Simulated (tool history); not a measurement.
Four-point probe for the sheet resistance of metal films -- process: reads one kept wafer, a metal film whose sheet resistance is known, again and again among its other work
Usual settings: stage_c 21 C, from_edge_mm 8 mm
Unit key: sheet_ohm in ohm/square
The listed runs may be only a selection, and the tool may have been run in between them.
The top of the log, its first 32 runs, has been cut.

run      day  stage_c  from_edge_mm  sheet_ohm
 33   86.067       34             4    1.01728
 34   89.204       34             4   1.017192
 35   91.129       26             9   1.008098
 36   93.325       29             9   1.009474
 37   95.896       29             9   1.009489
 38   98.542       22             5   1.010853
 39  102.371       22             5   1.010975
 40  104.279       22             5   1.011359
 41  107.371       22             5   1.011346
 42  109.467       21             5   1.010868
 43  113.196       21             5   1.011151
 44  116.925       21             5   1.011324

Below are 4 alternative next runs, each starting from the tool's condition after run 44. Predict each:
  A  119.346       19            16          ?
  B  119.346       24            74          ?
  C  119.346       21            32          ?
  D  119.346       22            49          ?

run  sheet_ohm
  A   1.005657
  B   1.006602
  C   1.005712
  D   1.006236
Without the tool's unlogged condition, the same runs would have read:
run  sheet_ohm
  A   0.994815
  B   0.995746
  C   0.994867
  D   0.995385

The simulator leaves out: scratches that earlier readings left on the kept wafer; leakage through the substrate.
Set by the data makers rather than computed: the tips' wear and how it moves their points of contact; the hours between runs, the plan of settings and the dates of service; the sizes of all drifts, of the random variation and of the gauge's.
